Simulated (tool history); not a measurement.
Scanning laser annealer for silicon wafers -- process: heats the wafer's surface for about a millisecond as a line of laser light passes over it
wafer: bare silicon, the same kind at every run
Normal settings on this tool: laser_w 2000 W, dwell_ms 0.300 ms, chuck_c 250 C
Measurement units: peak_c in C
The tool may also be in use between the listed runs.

run,hour,laser_w,dwell_ms,chuck_c,peak_c
1,0.0,2000,0.300,250,1032
2,53.2,2000,0.300,250,1033
3,140.3,2000,0.300,250,1030
4,201.3,1785,0.300,250,943
# hour 246.2: window over the wafer cleaned
5,263.8,2000,0.300,224,1003
6,328.3,2000,0.300,250,1029
7,393.1,2000,0.300,223,1001
8,475.9,2000,0.335,250,1083
9,518.6,2000,0.335,250,1087
10,601.8,2000,0.335,250,1081
11,667.1,2000,0.368,250,1135
12,735.1,2085,0.300,250,1062
# hour 786.5: window over the wafer cleaned
13,820.3,2085,0.300,250,1065
14,858.9,2128,0.291,226,1043
# hour 907.2: optics aligned, line set to its width
15,948.8,2128,0.291,226,1044
16,1029.4,2000,0.348,268,1120
17,1074.6,2000,0.348,273,1126
18,1113.8,2000,0.338,250,1088
19,1161.0,2000,0.338,250,1085
20,1240.5,2000,0.338,250,1087
# hour 1308.8: laser's power meter calibrated
21,1308.8,2000,0.338,250,1086
# hour 1335.2: window over the wafer cleaned
22,1357.8,2000,0.278,222,968

Each row is a separate what-if for the run after 22, all from the same tool condition, not one after another. Results?
A,1396.0,1956,0.278,222,?
B,1396.0,1730,0.308,224,?
C,1396.0,2000,0.345,222,?
D,1396.0,2116,0.300,250,?

run,peak_c
A,951
B,911
C,1071
D,1075
With no hidden state in the tool, these same runs would have given:
run,peak_c
A,951
B,912
C,1072
D,1075
